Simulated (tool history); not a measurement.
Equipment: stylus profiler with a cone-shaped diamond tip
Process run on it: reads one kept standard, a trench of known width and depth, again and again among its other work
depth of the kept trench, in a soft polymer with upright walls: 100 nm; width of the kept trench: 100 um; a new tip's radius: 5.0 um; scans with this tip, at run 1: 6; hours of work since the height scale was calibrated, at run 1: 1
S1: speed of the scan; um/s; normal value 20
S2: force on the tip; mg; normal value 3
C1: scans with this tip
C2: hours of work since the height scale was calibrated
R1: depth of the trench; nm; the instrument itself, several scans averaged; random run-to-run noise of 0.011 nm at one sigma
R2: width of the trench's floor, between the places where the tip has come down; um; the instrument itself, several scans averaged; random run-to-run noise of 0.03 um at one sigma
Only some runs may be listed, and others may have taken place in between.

run,hour,S1,S2,C1,C2,R1,R2
1,0,20,3,6,1,100.59,97.94
2,7.5,20,3,45,6,100.59,98.02
3,13.9,20,3,78,11,100.59,97.97
4,23.5,20,3,127,18,100.56,97.98
5,29.8,20,1.47,159,22,100.36,97.98
6,38.7,20,3.08,205,29,100.6,97.99
7,51.1,20,3,269,38,100.58,97.96
8,61.1,20,3,320,45,100.59,97.99
9,68.3,8,3,357,50,100.58,98.01
10,78,8,1.84,407,57,100.42,97.97
11,91.7,20,3,477,67,100.59,97.9
12,106.4,20,3,553,78,100.59,97.99
13,120.4,20,3,624,88,100.59,97.96
14,131.7,20,3.36,682,96,100.64,97.95
# hour 133.6: height scale calibrated on a step standard
15,140.8,20,3.36,726,5,100.64,97.94
16,153.4,20,3.36,791,14,100.64,97.89
17,161.6,9,6.13,833,20,100.97,97.91
18,170,9,1.41,876,26,100.35,98.01
19,183.4,17,3,945,36,100.61,97.94
20,195.8,74,1.83,1009,45,100.44,97.71
# hour 200.9: height scale calibrated on a step standard, once more
21,210.5,6,1.54,1082,7,100.38,97.99
22,217,6,1.54,1115,12,100.38,97.95
23,231.2,20,6,1188,22,100.96,97.92
24,245.8,20,6,1262,32,100.97,97.94
25,254.1,20,5.2,1306,38,100.86,97.88
26,267.8,8,6.97,1375,48,101.08,97.98
27,280.2,8,6.97,1439,57,101.05,97.94
28,292.6,8,6.97,1503,66,101.08,97.82
29,298.8,8,6.97,1535,71,101.06,97.9
30,313.8,8,6.97,1612,81,101.07,97.93
31,321.4,8,6.97,1651,87,101.06,97.94
32,331.5,78,2.56,1703,94,100.56,97.68

Describe how what the log doesn't record of the tool's condition differs between the last listed run preceding each entry between runs and the first listed run following it.
From run 14 to run 15: height scale calibrated on a step standard (hour 133.6)
  radius of the tip, um: 5.09 -> 5.1; height scale over the true one, %: -0.005 -> -0.006
  the result without the hidden state subtracted from the measured one, R2: -0.01 -> -0.02 um
From run 20 to run 21: height scale calibrated on a step standard, once more (hour 200.9)
  radius of the tip, um: 5.2 -> 5.22; height scale over the true one, %: 0.001 -> -0.004
  the result without the hidden state subtracted from the measured one, R2: -0.04 -> -0.05 um

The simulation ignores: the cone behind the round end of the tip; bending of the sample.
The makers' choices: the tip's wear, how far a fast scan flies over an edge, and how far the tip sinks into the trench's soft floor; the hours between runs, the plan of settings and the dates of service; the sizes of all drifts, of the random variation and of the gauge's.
